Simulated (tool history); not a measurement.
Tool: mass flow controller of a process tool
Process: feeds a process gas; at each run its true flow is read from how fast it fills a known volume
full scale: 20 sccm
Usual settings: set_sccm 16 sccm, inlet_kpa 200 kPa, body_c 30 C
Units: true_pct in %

| run | hour | set_sccm | inlet_kpa | body_c | true_pct |
|---|---|---|---|---|---|
| 1 | 0 | 16 | 200 | 30 | 100.02 |
| 2 | 73.1 | 3 | 200 | 30 | 98.42 |
| 3 | 144.9 | 16 | 155 | 30 | 99.54 |
| 4 | 224.6 | 16 | 155 | 30 | 99.35 |
| 5 | 290.4 | 16 | 155 | 30 | 99.28 |
| 6 | 325.1 | 16 | 200 | 30 | 99.61 |
| 7 | 404.6 | 16 | 200 | 30 | 99.37 |
| 8 | 448.3 | 16 | 200 | 30 | 99.31 |
| 9 | 527.6 | 16 | 251 | 21 | 98.77 |
| 10 | 608.5 | 16 | 251 | 21 | 98.73 |
| 11 | 664.4 | 16 | 251 | 21 | 98.46 |
| 12 | 743.2 | 16 | 251 | 21 | 98.33 |
| 13 | 791.6 | 8 | 251 | 21 | 97.5 |
| 14 | 870.6 | 16 | 260 | 30 | 99.06 |
| 15 | 941.8 | 16 | 260 | 30 | 99.01 |
| 16 | 1010.4 | 16 | 227 | 24 | 98.07 |

Forecast each of these 5 alternatives for the next run:
| A | 1046.4 | 6 | 168 | 26 | ? |
| B | 1046.4 | 16 | 254 | 24 | ? |
| C | 1046.4 | 10 | 158 | 30 | ? |
| D | 1046.4 | 16 | 227 | 22 | ? |
| E | 1046.4 | 16 | 227 | 35 | ? |

| run | true_pct |
|---|---|
| A | 96.74 |
| B | 98.19 |
| C | 97.51 |
| D | 97.85 |
| E | 99.05 |
Without the tool's hidden state the same runs would have given:
| run | true_pct |
|---|---|
| A | 98.37 |
| B | 99.85 |
| C | 99.16 |
| D | 99.5 |
| E | 100.72 |
